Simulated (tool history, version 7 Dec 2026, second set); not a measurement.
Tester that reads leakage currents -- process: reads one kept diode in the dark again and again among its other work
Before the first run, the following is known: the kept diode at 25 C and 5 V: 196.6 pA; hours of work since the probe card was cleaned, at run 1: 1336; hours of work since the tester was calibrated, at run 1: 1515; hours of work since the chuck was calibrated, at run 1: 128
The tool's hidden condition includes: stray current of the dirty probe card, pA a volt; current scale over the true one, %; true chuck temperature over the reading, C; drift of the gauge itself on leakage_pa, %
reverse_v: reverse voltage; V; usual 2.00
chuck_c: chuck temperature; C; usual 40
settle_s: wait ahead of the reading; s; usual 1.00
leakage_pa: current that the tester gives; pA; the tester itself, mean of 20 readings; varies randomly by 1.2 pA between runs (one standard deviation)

run	hour	reverse_v	chuck_c	settle_s	hours of work since the probe card was cleaned	hours of work since the tester was calibrated	hours of work since the chuck was calibrated	leakage_pa
1	0.0	2.00	40	1.00	1336	1515	128	520.58
# hour 79.3: probe card cleaned and baked
2	161.9	2.00	46	1.00	37	1586	200	862.21
3	458.1	1.89	40	1.00	170	1719	333	496.07
4	580.6	2.00	24	1.00	226	1774	388	115.72
5	854.2	2.00	40	1.00	349	1898	511	503.59
# hour 1067.4: chuck's temperature calibrated
6	1096.2	2.00	40	0.33	457	2005	13	523.65
7	1286.2	2.00	40	0.33	542	2091	98	519.37
8	1504.7	2.00	40	0.33	640	2189	197	516.38
9	1801.0	2.00	48	1.00	774	2323	330	1014.68
10	1962.5	2.00	48	1.00	846	2395	403	1013.52
11	2175.3	2.00	48	1.00	942	2491	498	1004.58
# hour 2243.3: tester calibrated
# hour 2425.0: chuck's temperature calibrated
12	2459.1	2.00	48	1.00	1068	96	15	1054.46
13	2620.0	2.00	48	1.00	1140	169	88	1051.97
14	2877.6	2.00	48	1.00	1256	284	204	1042.50
15	3047.7	1.60	48	2.12	1333	361	280	935.71
# hour 3130.9: probe card cleaned and baked
16	3299.4	1.60	20	1.58	76	473	392	71.63
17	3479.9	1.60	20	1.58	157	554	473	71.07
# hour 3565.9: tester calibrated, once more
18	3723.0	1.60	20	1.58	265	71	582	68.73
# hour 3791.9: chuck's temperature calibrated
19	3965.6	4.14	40	3.39	374	179	78	719.92
20	4215.6	8.00	30	3.39	486	291	191	390.38
21	4411.9	8.00	30	3.39	574	380	279	389.76
22	4614.1	10.68	32	9.44	665	471	370	529.92
23	4847.3	2.00	47	2.61	770	576	475	926.99
24	5061.7	12.44	54	2.52	867	672	571	3681.91
# hour 5140.7: chuck's temperature calibrated
25	5277.1	12.44	54	2.52	963	768	61	3837.57

Below, some changes in leakage_pa between adjacent runs. For each, the amount present without the hidden state too (settings, incoming material, random variation) and the amount remaining for the hidden state with gauge scatter not shared by both compared results:
Run 15 -> 16: chuck_c 48 -> 20, settle_s 2.12 -> 1.58, probe card cleaned and baked. leakage_pa -864.08 pA: hidden state -0.42, all else -863.66.
Run 23 -> 24: reverse_v 2.00 -> 12.44, chuck_c 47 -> 54, settle_s 2.61 -> 2.52. leakage_pa +2754.92 pA: hidden state -92.50, all else +2847.42.
Run 24 -> 25: chuck's temperature calibrated. leakage_pa +155.66 pA: hidden state +143.06, all else +12.60.
